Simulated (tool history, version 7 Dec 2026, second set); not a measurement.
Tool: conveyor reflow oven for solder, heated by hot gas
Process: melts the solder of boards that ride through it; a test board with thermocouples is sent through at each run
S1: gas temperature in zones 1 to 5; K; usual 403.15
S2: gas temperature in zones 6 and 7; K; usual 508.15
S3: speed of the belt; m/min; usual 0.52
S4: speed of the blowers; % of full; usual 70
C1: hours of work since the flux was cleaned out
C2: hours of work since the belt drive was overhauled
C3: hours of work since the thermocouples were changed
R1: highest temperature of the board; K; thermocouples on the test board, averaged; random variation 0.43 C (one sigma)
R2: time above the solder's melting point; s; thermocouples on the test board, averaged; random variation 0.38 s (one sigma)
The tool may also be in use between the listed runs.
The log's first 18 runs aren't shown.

Run 19, day 18.838: usual settings but S1 389.15 K, S2 503.15 K, S3 0.579 m/min, S4 54 % of full; C1 63; C2 365; C3 489. Result: R1 473.95 K, R2 31.5 s.
Run 20, day 19.796: usual settings but S1 389.15 K, S2 503.15 K, S3 0.579 m/min, S4 54 % of full; C1 73; C2 374; C3 498. Result: R1 473.55 K, R2 30.4 s.
Run 21, day 20.571: usual settings but S1 389.15 K, S2 503.15 K, S3 0.579 m/min, S4 54 % of full; C1 81; C2 382; C3 506. Result: R1 473.85 K, R2 30.1 s.
Run 22, day 21.725: usual settings but S1 411.15 K, S2 516.15 K, S3 0.572 m/min, S4 66 % of full; C1 93; C2 394; C3 518. Result: R1 494.35 K, R2 57.7 s.
Run 23, day 22.65: usual settings but S1 411.15 K, S2 516.15 K, S3 0.572 m/min, S4 66 % of full; C1 102; C2 403; C3 527. Result: R1 494.65 K, R2 58.3 s.
Run 24, day 23.512: usual settings but S1 405.15 K, S2 510.15 K, S3 0.587 m/min, S4 59 % of full; C1 111; C2 412; C3 536. Result: R1 484.45 K, R2 46 s.
Run 25, day 24.321: usual settings but S1 404.15 K, S4 75 % of full; C1 119; C2 420; C3 545. Result: R1 491.85 K, R2 60.5 s.
Run 26, day 25.392: usual settings but S2 504.15 K, S3 0.449 m/min, S4 50 % of full; C1 130; C2 431; C3 555. Result: R1 484.75 K, R2 62.5 s.
Run 27, day 26.458: usual settings but S1 394.15 K, S3 0.427 m/min, S4 51 % of full; C1 141; C2 442; C3 566. Result: R1 489.45 K, R2 67 s.
Run 28, day 27.733: usual settings but S1 397.15 K, S2 521.15 K, S3 0.542 m/min, S4 59 % of full; C1 154; C2 455; C3 579. Result: R1 494.75 K, R2 56.7 s.
Run 29, day 28.983: usual settings but S1 397.15 K, S2 521.15 K, S3 0.542 m/min, S4 59 % of full; C1 167; C2 468; C3 592. Result: R1 494.85 K, R2 56.2 s.
Run 30, day 30.338: usual settings but S1 397.15 K, S2 521.15 K, S3 0.478 m/min, S4 59 % of full; C1 181; C2 482; C3 606. Result: R1 500.05 K, R2 69.4 s.

Forecast each of these 5 alternatives for the next run:
Run A, day 31.821: usual settings but S1 398.15 K, S2 513.15 K, S3 0.588 m/min, S4 59 % of full; C1 196; C2 497; C3 621. Result: R1 ?, R2 ?.
Run B, day 31.821: usual settings but S1 409.15 K, S2 515.15 K, S3 0.614 m/min, S4 59 % of full; C1 196; C2 497; C3 621. Result: R1 ?, R2 ?.
Run C, day 31.821: usual settings but S1 397.15 K, S2 499.15 K, S3 0.478 m/min, S4 59 % of full; C1 196; C2 497; C3 621. Result: R1 ?, R2 ?.
Run D, day 31.821: usual settings but S1 397.15 K, S2 522.15 K, S3 0.478 m/min, S4 84 % of full; C1 196; C2 497; C3 621. Result: R1 ?, R2 ?.
Run E, day 31.821: usual settings but S1 392.15 K, S2 513.15 K, S3 0.47 m/min; C1 196; C2 497; C3 621. Result: R1 ?, R2 ?.

run      R1    R2
  A  484.35    44
  B  486.95  46.9
  C  479.65  50.8
  D  507.45  74.7
  E  496.15  66.3
Without the tool's hidden state the same runs would have given:
run      R1    R2
  A  488.25  47.1
  B  490.75  49.7
  C  483.05  54.7
  D  511.55  76.4
  E  500.05  68.9
